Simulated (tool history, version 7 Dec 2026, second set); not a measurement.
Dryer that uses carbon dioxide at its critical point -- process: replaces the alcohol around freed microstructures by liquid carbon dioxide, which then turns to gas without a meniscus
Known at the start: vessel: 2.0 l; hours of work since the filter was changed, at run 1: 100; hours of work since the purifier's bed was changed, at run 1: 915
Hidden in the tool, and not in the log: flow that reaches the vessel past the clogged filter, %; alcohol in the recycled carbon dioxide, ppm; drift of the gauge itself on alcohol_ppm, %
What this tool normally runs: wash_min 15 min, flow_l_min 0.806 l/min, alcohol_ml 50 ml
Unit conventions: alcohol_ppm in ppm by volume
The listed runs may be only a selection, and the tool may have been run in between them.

| run | hour | wash_min | flow_l_min | alcohol_ml | hours of work since the filter was changed | hours of work since the purifier's bed was changed | alcohol_ppm |
|---|---|---|---|---|---|---|---|
| 1 | 0.0 | 15 | 0.806 | 50 | 100 | 915 | 236 |
| 2 | 23.7 | 15 | 0.806 | 50 | 114 | 929 | 244 |
| 3 | 56.0 | 15 | 0.806 | 50 | 134 | 948 | 249 |
| 4 | 74.9 | 15 | 0.806 | 50 | 145 | 960 | 251 |
| 5 | 112.1 | 15 | 0.806 | 50 | 167 | 982 | 254 |
| 6 | 137.1 | 15 | 0.806 | 50 | 183 | 997 | 253 |
| 7 | 170.7 | 15 | 0.827 | 50 | 203 | 1018 | 223 |
| 8 | 197.4 | 15 | 0.827 | 50 | 219 | 1034 | 233 |
| 9 | 227.2 | 15 | 0.827 | 50 | 237 | 1052 | 242 |
| 10 | 258.4 | 15 | 0.827 | 50 | 256 | 1071 | 242 |
| 11 | 291.1 | 15 | 0.827 | 50 | 275 | 1090 | 248 |
| 12 | 312.8 | 15 | 0.827 | 50 | 289 | 1103 | 243 |
| 13 | 340.4 | 15 | 0.827 | 50 | 305 | 1120 | 254 |
| 14 | 372.4 | 15 | 0.827 | 50 | 325 | 1139 | 254 |
| 15 | 408.6 | 15 | 0.806 | 50 | 346 | 1161 | 290 |
| 16 | 438.2 | 15 | 0.590 | 50 | 364 | 1179 | 990 |
| 17 | 464.6 | 15 | 0.590 | 50 | 380 | 1195 | 985 |
| 18 | 486.5 | 15 | 0.551 | 50 | 393 | 1208 | 1285 |
| 19 | 512.6 | 15 | 0.551 | 50 | 409 | 1224 | 1212 |
| 20 | 542.6 | 15 | 0.806 | 50 | 427 | 1242 | 297 |
| 21 | 579.0 | 15 | 0.806 | 50 | 449 | 1264 | 297 |
| 22 | 597.1 | 15 | 0.533 | 50 | 460 | 1275 | 1447 |
| 23 | 619.5 | 15 | 0.803 | 50 | 474 | 1289 | 312 |
| 24 | 637.7 | 15 | 0.845 | 50 | 485 | 1300 | 267 |
| 25 | 660.1 | 13 | 0.923 | 41 | 498 | 1313 | 262 |
| 26 | 680.8 | 10 | 0.677 | 58 | 511 | 1326 | 2461 |
|  | 686.7 | purifier's bed changed |
|  | 705.1 | inlet filter changed |
| 27 | 720.0 | 11 | 1.364 | 37 | 9 | 19 | 39 |
| 28 | 755.8 | 15 | 1.364 | 37 | 31 | 41 | 7 |
| 29 | 788.7 | 15 | 1.124 | 37 | 50 | 61 | 13 |
| 30 | 819.4 | 15 | 0.934 | 50 | 69 | 80 | 89 |
| 31 | 845.4 | 23 | 1.233 | 50 | 85 | 95 | 10 |
| 32 | 864.6 | 12 | 1.071 | 27 | 96 | 107 | 83 |
| 33 | 888.0 | 15 | 1.204 | 26 | 110 | 121 | 17 |
| 34 | 922.3 | 15 | 1.152 | 60 | 131 | 142 | 35 |
| 35 | 939.8 | 12 | 0.806 | 65 | 142 | 152 | 750 |
| 36 | 967.9 | 14 | 1.045 | 50 | 159 | 169 | 82 |
| 37 | 998.0 | 12 | 0.981 | 39 | 177 | 187 | 184 |
| 38 | 1034.1 | 13 | 0.504 | 22 | 199 | 209 | 955 |
| 39 | 1053.6 | 21 | 0.761 | 50 | 210 | 221 | 53 |
| 40 | 1090.7 | 15 | 0.954 | 118 | 233 | 243 | 231 |
| 41 | 1121.6 | 11 | 0.610 | 72 | 251 | 262 | 2872 |
| 42 | 1138.1 | 15 | 0.806 | 66 | 261 | 272 | 326 |
| 43 | 1162.8 | 15 | 0.806 | 66 | 276 | 287 | 324 |
| 44 | 1184.8 | 15 | 0.806 | 42 | 290 | 300 | 218 |
| 45 | 1221.9 | 16 | 0.633 | 42 | 312 | 322 | 467 |
| 46 | 1256.5 | 16 | 0.633 | 42 | 333 | 343 | 482 |

Below are 5 alternative next runs, each starting from the tool's condition after run 46. Predict each:
| A | 1287.4 | 22 | 0.633 | 38 | 352 | 362 | ? |
| B | 1287.4 | 16 | 0.633 | 35 | 352 | 362 | ? |
| C | 1287.4 | 10 | 0.806 | 78 | 352 | 362 | ? |
| D | 1287.4 | 22 | 0.585 | 65 | 352 | 362 | ? |
| E | 1287.4 | 24 | 0.633 | 39 | 352 | 362 | ? |

| run | alcohol_ppm |
|---|---|
| A | 114 |
| B | 398 |
| C | 1796 |
| D | 294 |
| E | 81 |
What these runs would have given with no unlogged condition in the tool:
| run | alcohol_ppm |
|---|---|
| A | 79 |
| B | 319 |
| C | 1521 |
| D | 223 |
| E | 55 |
